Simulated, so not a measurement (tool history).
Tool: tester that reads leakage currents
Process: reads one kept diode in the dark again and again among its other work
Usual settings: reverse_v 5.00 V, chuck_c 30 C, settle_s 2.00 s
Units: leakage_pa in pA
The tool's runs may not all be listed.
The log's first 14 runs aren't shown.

run	hour	reverse_v	chuck_c	settle_s	leakage_pa
15	2123.2	5.00	30	2.00	72.05
16	2239.9	5.00	21	2.00	35.59
17	2337.6	2.64	30	1.00	51.90
18	2534.8	5.00	30	3.40	73.59
19	2700.3	1.80	30	2.00	42.81
20	2887.6	7.00	27	3.26	72.08
21	3049.5	7.00	27	0.90	73.82
22	3188.5	1.72	30	0.74	43.24
23	3364.3	1.72	30	0.74	43.90
24	3506.3	1.72	30	0.74	44.18
25	3644.4	1.72	30	0.74	44.58
# hour 3664.9: tester calibrated
26	3816.4	1.72	30	2.48	43.93
27	3928.7	5.00	43	0.39	214.15
28	4148.9	5.00	43	0.39	216.74
29	4345.8	17.46	37	2.67	278.75
30	4541.9	17.46	37	2.67	279.62

4 ways to go on from here, each from the tool as it stands after run 30. What would each give?
# hour 4656.9: probe card cleaned and baked
A	4717.9	3.12	53	9.15	?
# hour 4656.9: probe card cleaned and baked
B	4717.9	1.54	30	5.63	?
# hour 4656.9: probe card cleaned and baked
C	4717.9	1.63	24	3.31	?
# hour 4656.9: probe card cleaned and baked
D	4717.9	1.59	50	0.68	?

run	leakage_pa
A	343.35
B	42.42
C	27.03
D	195.53
Without the tool's hidden state the same runs would have given:
run	leakage_pa
A	296.10
B	35.77
C	22.66
D	168.22
